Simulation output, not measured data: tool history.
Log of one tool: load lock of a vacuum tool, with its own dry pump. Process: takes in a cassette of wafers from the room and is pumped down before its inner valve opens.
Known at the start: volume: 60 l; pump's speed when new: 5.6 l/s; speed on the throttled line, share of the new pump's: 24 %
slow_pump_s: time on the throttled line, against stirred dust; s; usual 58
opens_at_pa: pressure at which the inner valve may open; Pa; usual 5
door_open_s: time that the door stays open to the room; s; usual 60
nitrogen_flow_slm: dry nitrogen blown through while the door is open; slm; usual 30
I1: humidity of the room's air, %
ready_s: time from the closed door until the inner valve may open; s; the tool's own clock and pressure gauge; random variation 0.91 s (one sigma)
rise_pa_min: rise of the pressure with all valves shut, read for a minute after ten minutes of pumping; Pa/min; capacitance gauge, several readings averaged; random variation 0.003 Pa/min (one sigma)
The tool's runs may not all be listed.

run 1 hour=0 | slow_pump_s=58 opens_at_pa=5 door_open_s=60 nitrogen_flow_slm=30 | I1=43.4 | ready_s=153 rise_pa_min=0.252
run 2 hour=235.6 | slow_pump_s=58 opens_at_pa=5 door_open_s=60 nitrogen_flow_slm=30 | I1=44.5 | ready_s=151.5 rise_pa_min=0.275
run 3 hour=495.9 | slow_pump_s=109 opens_at_pa=5 door_open_s=60 nitrogen_flow_slm=30 | I1=49.9 | ready_s=191.1 rise_pa_min=0.301
run 4 hour=836.1 | slow_pump_s=109 opens_at_pa=5 door_open_s=74 nitrogen_flow_slm=30 | I1=44.3 | ready_s=191.8 rise_pa_min=0.334
run 5 hour=1175.1 | slow_pump_s=109 opens_at_pa=5 door_open_s=74 nitrogen_flow_slm=30 | I1=44.3 | ready_s=190.8 rise_pa_min=0.37
-- hour=1237.9 door's seal changed, seat wiped
run 6 hour=1366 | slow_pump_s=109 opens_at_pa=5 door_open_s=74 nitrogen_flow_slm=30 | I1=42.8 | ready_s=191.7 rise_pa_min=0.025
run 7 hour=1605.1 | slow_pump_s=58 opens_at_pa=6 door_open_s=60 nitrogen_flow_slm=30 | I1=45.1 | ready_s=151.9 rise_pa_min=0.036
run 8 hour=1798.2 | slow_pump_s=58 opens_at_pa=6 door_open_s=60 nitrogen_flow_slm=30 | I1=46.1 | ready_s=151.4 rise_pa_min=0.041
run 9 hour=2090 | slow_pump_s=58 opens_at_pa=5 door_open_s=60 nitrogen_flow_slm=30 | I1=46.3 | ready_s=154.5 rise_pa_min=0.043
run 10 hour=2429.1 | slow_pump_s=109 opens_at_pa=5 door_open_s=60 nitrogen_flow_slm=30 | I1=44.8 | ready_s=193 rise_pa_min=0.061

Run 11 comes next. What will it give?
run 11 hour=2580.9 | slow_pump_s=58 opens_at_pa=9 door_open_s=60 nitrogen_flow_slm=35 | I1=47.6 | ready_s=? rise_pa_min=?

Run 11 gave ready_s 148 s, rise_pa_min 0.057 Pa/min.
Without the tool's hidden state the same run would have given ready_s 145.7 s, rise_pa_min 0.022 Pa/min.

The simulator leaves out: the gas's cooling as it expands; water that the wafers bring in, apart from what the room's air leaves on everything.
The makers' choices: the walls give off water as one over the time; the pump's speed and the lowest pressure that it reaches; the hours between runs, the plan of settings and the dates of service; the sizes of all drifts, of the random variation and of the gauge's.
